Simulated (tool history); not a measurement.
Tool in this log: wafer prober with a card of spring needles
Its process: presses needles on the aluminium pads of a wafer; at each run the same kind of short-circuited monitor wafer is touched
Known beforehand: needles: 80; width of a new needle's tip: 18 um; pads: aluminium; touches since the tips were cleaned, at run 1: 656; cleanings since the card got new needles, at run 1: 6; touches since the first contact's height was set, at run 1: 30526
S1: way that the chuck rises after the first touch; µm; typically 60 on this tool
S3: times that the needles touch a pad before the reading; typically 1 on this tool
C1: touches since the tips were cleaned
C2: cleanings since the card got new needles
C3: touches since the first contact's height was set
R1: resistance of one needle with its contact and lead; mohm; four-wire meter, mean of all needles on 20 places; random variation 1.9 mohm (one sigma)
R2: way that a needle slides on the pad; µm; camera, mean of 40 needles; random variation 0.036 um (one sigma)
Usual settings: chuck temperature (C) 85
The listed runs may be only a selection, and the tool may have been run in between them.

{"run": 1, "hour": 0.0, "S1": 60, "chuck temperature (C)": 85, "S3": 1, "C1": 656, "C2": 6, "C3": 30526, "R1": 202, "R2": 16}
{"hour": 7.5, "done": "tips cleaned on abrasive film"}
{"run": 2, "hour": 13.1, "S1": 60, "chuck temperature (C)": 85, "S3": 1, "C1": 2836, "C2": 7, "C3": 37135, "R1": 199, "R2": 16.06}
{"hour": 16.8, "done": "tips cleaned on abrasive film"}
{"hour": 25.7, "done": "tips cleaned on abrasive film"}
{"run": 3, "hour": 25.7, "S1": 60, "chuck temperature (C)": 85, "S3": 1, "C1": 0, "C2": 9, "C3": 43405, "R1": 201, "R2": 16.05}
{"hour": 34.3, "done": "tips cleaned on abrasive film"}
{"run": 4, "hour": 38.2, "S1": 74, "chuck temperature (C)": 85, "S3": 1, "C1": 1957, "C2": 10, "C3": 49724, "R1": 196, "R2": 19.8}
{"hour": 43.3, "done": "tips cleaned on abrasive film"}
{"run": 5, "hour": 48.4, "S1": 60, "chuck temperature (C)": 85, "S3": 1, "C1": 2545, "C2": 11, "C3": 54838, "R1": 202, "R2": 16.1}
{"hour": 52.0, "done": "tips cleaned on abrasive film"}
{"run": 6, "hour": 54.9, "S1": 60, "chuck temperature (C)": 85, "S3": 1, "C1": 1491, "C2": 12, "C3": 58114, "R1": 203, "R2": 16.11}
{"hour": 60.7, "done": "tips cleaned on abrasive film"}
{"run": 7, "hour": 66.2, "S1": 60, "chuck temperature (C)": 85, "S3": 1, "C1": 2798, "C2": 13, "C3": 63825, "R1": 202, "R2": 16.13}
{"hour": 69.3, "done": "tips cleaned on abrasive film"}
{"hour": 78.0, "done": "tips cleaned on abrasive film"}
{"run": 8, "hour": 79.2, "S1": 53, "chuck temperature (C)": 85, "S3": 2, "C1": 627, "C2": 15, "C3": 70311, "R1": 205, "R2": 14.13}
{"hour": 87.2, "done": "tips cleaned on abrasive film"}
{"run": 9, "hour": 88.9, "S1": 40, "chuck temperature (C)": 85, "S3": 1, "C1": 881, "C2": 16, "C3": 75179, "R1": 211, "R2": 10.68}
{"hour": 96.0, "done": "tips cleaned on abrasive film"}
{"run": 10, "hour": 98.0, "S1": 40, "chuck temperature (C)": 85, "S3": 1, "C1": 1033, "C2": 17, "C3": 79772, "R1": 212, "R2": 10.73}
{"hour": 104.8, "done": "tips cleaned on abrasive film"}
{"run": 11, "hour": 107.7, "S1": 71, "chuck temperature (C)": 83, "S3": 3, "C1": 1462, "C2": 18, "C3": 84606, "R1": 198, "R2": 19.07}
{"hour": 113.8, "done": "tips cleaned on abrasive film"}
{"run": 12, "hour": 120.8, "S1": 40, "chuck temperature (C)": 29, "S3": 1, "C1": 3564, "C2": 19, "C3": 91224, "R1": 199, "R2": 10.69}
{"hour": 122.7, "done": "tips cleaned on abrasive film"}
{"run": 13, "hour": 129.9, "S1": 65, "chuck temperature (C)": 76, "S3": 2, "C1": 3663, "C2": 20, "C3": 95813, "R1": 196, "R2": 17.39}
{"hour": 131.5, "done": "tips cleaned on abrasive film"}
{"run": 14, "hour": 138.0, "S1": 60, "chuck temperature (C)": 68, "S3": 1, "C1": 3295, "C2": 21, "C3": 99848, "R1": 197, "R2": 16.1}

Consider 4 possible next runs. They are alternatives, not a sequence: every one starts from the tool as it was left by run 14. What does each give?
{"hour": 140.4, "done": "tips cleaned on abrasive film"}
{"hour": 149.8, "done": "tips cleaned on abrasive film"}
{"run": "A", "hour": 151.0, "S1": 55, "chuck temperature (C)": 66, "S3": 3, "C1": 567, "C2": 23, "C3": 106351, "R1": "?", "R2": "?"}
{"hour": 140.4, "done": "tips cleaned on abrasive film"}
{"hour": 149.8, "done": "tips cleaned on abrasive film"}
{"run": "B", "hour": 151.0, "S1": 73, "chuck temperature (C)": 122, "S3": 1, "C1": 567, "C2": 23, "C3": 106351, "R1": "?", "R2": "?"}
{"hour": 140.4, "done": "tips cleaned on abrasive film"}
{"hour": 149.8, "done": "tips cleaned on abrasive film"}
{"run": "C", "hour": 151.0, "S1": 56, "chuck temperature (C)": 114, "S3": 2, "C1": 567, "C2": 23, "C3": 106351, "R1": "?", "R2": "?"}
{"hour": 140.4, "done": "tips cleaned on abrasive film"}
{"hour": 149.8, "done": "tips cleaned on abrasive film"}
{"run": "D", "hour": 151.0, "S1": 60, "chuck temperature (C)": 42, "S3": 1, "C1": 567, "C2": 23, "C3": 106351, "R1": "?", "R2": "?"}

run=A R1=199 R2=14.79
run=B R1=204 R2=19.53
run=C R1=207 R2=14.98
run=D R1=189 R2=16.08
What these runs would have given with no unlogged condition in the tool:
run=A R1=199 R2=14.79
run=B R1=204 R2=19.53
run=C R1=207 R2=14.98
run=D R1=189 R2=16.09
